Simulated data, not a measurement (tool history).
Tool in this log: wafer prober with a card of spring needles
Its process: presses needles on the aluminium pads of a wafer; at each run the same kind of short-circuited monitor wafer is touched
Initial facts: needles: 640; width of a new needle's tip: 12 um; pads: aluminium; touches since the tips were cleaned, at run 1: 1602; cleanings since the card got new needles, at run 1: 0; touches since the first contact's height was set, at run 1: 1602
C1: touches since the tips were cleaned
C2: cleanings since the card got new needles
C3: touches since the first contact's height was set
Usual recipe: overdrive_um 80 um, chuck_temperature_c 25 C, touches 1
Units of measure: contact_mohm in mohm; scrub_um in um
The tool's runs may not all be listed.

{"run": 1, "hour": 0.0, "overdrive_um": 80, "chuck_temperature_c": 25, "touches": 1, "C1": 1602, "C2": 0, "C3": 1602, "contact_mohm": 217, "scrub_um": 10.3}
{"hour": 32.2, "done": "tips cleaned on abrasive film"}
{"run": 2, "hour": 55.1, "overdrive_um": 90, "chuck_temperature_c": 25, "touches": 1, "C1": 6375, "C2": 1, "C3": 16932, "contact_mohm": 262, "scrub_um": 11.59}
{"hour": 66.1, "done": "tips cleaned on abrasive film"}
{"hour": 101.6, "done": "tips cleaned on abrasive film"}
{"run": 3, "hour": 122.6, "overdrive_um": 80, "chuck_temperature_c": 25, "touches": 1, "C1": 5872, "C2": 3, "C3": 35710, "contact_mohm": 280, "scrub_um": 10.3}
{"hour": 136.3, "done": "tips cleaned on abrasive film"}
{"hour": 173.0, "done": "tips cleaned on abrasive film"}
{"run": 4, "hour": 177.5, "overdrive_um": 80, "chuck_temperature_c": 25, "touches": 1, "C1": 1262, "C2": 5, "C3": 50966, "contact_mohm": 218, "scrub_um": 10.27}
{"hour": 206.9, "done": "tips cleaned on abrasive film"}
{"run": 5, "hour": 214.6, "overdrive_um": 80, "chuck_temperature_c": 25, "touches": 1, "C1": 2138, "C2": 6, "C3": 61278, "contact_mohm": 245, "scrub_um": 10.25}
{"hour": 245.0, "done": "tips cleaned on abrasive film"}
{"hour": 281.5, "done": "tips cleaned on abrasive film"}
{"run": 6, "hour": 285.9, "overdrive_um": 80, "chuck_temperature_c": 25, "touches": 1, "C1": 1232, "C2": 8, "C3": 81113, "contact_mohm": 216, "scrub_um": 10.25}
{"hour": 319.6, "done": "tips cleaned on abrasive film"}
{"run": 7, "hour": 334.4, "overdrive_um": 80, "chuck_temperature_c": 25, "touches": 1, "C1": 4127, "C2": 9, "C3": 94601, "contact_mohm": 280, "scrub_um": 10.19}
{"hour": 353.3, "done": "tips cleaned on abrasive film"}
{"hour": 388.9, "done": "tips cleaned on abrasive film"}
{"run": 8, "hour": 405.7, "overdrive_um": 80, "chuck_temperature_c": 25, "touches": 1, "C1": 4674, "C2": 11, "C3": 114418, "contact_mohm": 279, "scrub_um": 10.23}
{"hour": 422.9, "done": "tips cleaned on abrasive film"}
{"hour": 454.7, "done": "tips cleaned on abrasive film"}
{"run": 9, "hour": 460.3, "overdrive_um": 80, "chuck_temperature_c": 25, "touches": 1, "C1": 1561, "C2": 13, "C3": 129595, "contact_mohm": 230, "scrub_um": 10.18}
{"hour": 485.3, "done": "tips cleaned on abrasive film, once more"}
{"run": 10, "hour": 499.1, "overdrive_um": 80, "chuck_temperature_c": 25, "touches": 1, "C1": 3844, "C2": 14, "C3": 140390, "contact_mohm": 274, "scrub_um": 10.15}
{"hour": 519.2, "done": "tips cleaned on abrasive film"}
{"run": 11, "hour": 548.5, "overdrive_um": 80, "chuck_temperature_c": 25, "touches": 1, "C1": 8174, "C2": 15, "C3": 154152, "contact_mohm": 296, "scrub_um": 10.17}
{"hour": 555.8, "done": "tips cleaned on abrasive film"}
{"hour": 592.4, "done": "tips cleaned on abrasive film"}
{"run": 12, "hour": 592.4, "overdrive_um": 61, "chuck_temperature_c": 47, "touches": 2, "C1": 0, "C2": 17, "C3": 166315, "contact_mohm": 169, "scrub_um": 7.68}
{"hour": 626.4, "done": "tips cleaned on abrasive film"}
{"hour": 626.7, "done": "height of the first contact set anew"}
{"run": 13, "hour": 648.1, "overdrive_um": 80, "chuck_temperature_c": 29, "touches": 1, "C1": 5957, "C2": 18, "C3": 5957, "contact_mohm": 286, "scrub_um": 10.29}
{"hour": 658.7, "done": "tips cleaned on abrasive film"}
{"run": 14, "hour": 689.9, "overdrive_um": 73, "chuck_temperature_c": 99, "touches": 1, "C1": 8708, "C2": 19, "C3": 17583, "contact_mohm": 314, "scrub_um": 9.41}
{"hour": 695.0, "done": "tips cleaned on abrasive film"}
{"hour": 728.1, "done": "tips cleaned on abrasive film"}
{"run": 15, "hour": 742.4, "overdrive_um": 73, "chuck_temperature_c": 99, "touches": 1, "C1": 3977, "C2": 21, "C3": 32161, "contact_mohm": 303, "scrub_um": 9.38}
{"hour": 764.4, "done": "tips cleaned on abrasive film"}
{"hour": 801.9, "done": "tips cleaned on abrasive film"}
{"run": 16, "hour": 811.2, "overdrive_um": 73, "chuck_temperature_c": 99, "touches": 1, "C1": 2569, "C2": 23, "C3": 51291, "contact_mohm": 273, "scrub_um": 9.33}
{"hour": 837.1, "done": "tips cleaned on abrasive film"}
{"run": 17, "hour": 867.9, "overdrive_um": 73, "chuck_temperature_c": 99, "touches": 1, "C1": 8609, "C2": 24, "C3": 67097, "contact_mohm": 320, "scrub_um": 9.35}
{"hour": 872.3, "done": "tips cleaned on abrasive film"}
{"hour": 906.4, "done": "tips cleaned on abrasive film"}
{"run": 18, "hour": 919.5, "overdrive_um": 88, "chuck_temperature_c": 99, "touches": 1, "C1": 3643, "C2": 26, "C3": 81410, "contact_mohm": 263, "scrub_um": 11.28}
{"hour": 940.3, "done": "tips cleaned on abrasive film"}
{"hour": 973.7, "done": "tips cleaned on abrasive film"}
{"run": 19, "hour": 973.7, "overdrive_um": 80, "chuck_temperature_c": 25, "touches": 2, "C1": 0, "C2": 28, "C3": 96469, "contact_mohm": 154, "scrub_um": 10.22}
{"hour": 1006.7, "done": "tips cleaned on abrasive film"}
{"run": 20, "hour": 1014.5, "overdrive_um": 80, "chuck_temperature_c": 25, "touches": 2, "C1": 2184, "C2": 29, "C3": 107832, "contact_mohm": 210, "scrub_um": 10.16}
{"hour": 1041.0, "done": "tips cleaned on abrasive film"}
{"run": 21, "hour": 1067.0, "overdrive_um": 70, "chuck_temperature_c": 49, "touches": 1, "C1": 7269, "C2": 30, "C3": 122448, "contact_mohm": 345, "scrub_um": 8.89}

Table of differences, measured result less the result of that run with no hidden state. Run-to-run variation is the same in both. Gauge scatter possibly is not:
The tool's hidden condition here consists of: debris on the tips, nm; way that the needles fall short of the set height, um; tips' diameter, um; drift of the gauge itself on contact_mohm, %; drift of the gauge itself on scrub_um, %.
run=1 contact_mohm=+71 scrub_um=+0
run=2 contact_mohm=+118 scrub_um=+0
run=3 contact_mohm=+134 scrub_um=-0.02
run=4 contact_mohm=+71 scrub_um=-0.04
run=5 contact_mohm=+99 scrub_um=-0.06
run=6 contact_mohm=+67 scrub_um=-0.08
run=7 contact_mohm=+133 scrub_um=-0.09
run=8 contact_mohm=+134 scrub_um=-0.11
run=9 contact_mohm=+82 scrub_um=-0.13
run=10 contact_mohm=+127 scrub_um=-0.14
run=11 contact_mohm=+149 scrub_um=-0.15
run=12 contact_mohm=+10 scrub_um=-0.17
run=13 contact_mohm=+141 scrub_um=+0
run=14 contact_mohm=+153 scrub_um=-0.01
run=15 contact_mohm=+139 scrub_um=-0.03
run=16 contact_mohm=+111 scrub_um=-0.05
run=17 contact_mohm=+158 scrub_um=-0.05
run=18 contact_mohm=+102 scrub_um=-0.07
run=19 contact_mohm=+8 scrub_um=-0.1
run=20 contact_mohm=+66 scrub_um=-0.11
run=21 contact_mohm=+189 scrub_um=-0.12

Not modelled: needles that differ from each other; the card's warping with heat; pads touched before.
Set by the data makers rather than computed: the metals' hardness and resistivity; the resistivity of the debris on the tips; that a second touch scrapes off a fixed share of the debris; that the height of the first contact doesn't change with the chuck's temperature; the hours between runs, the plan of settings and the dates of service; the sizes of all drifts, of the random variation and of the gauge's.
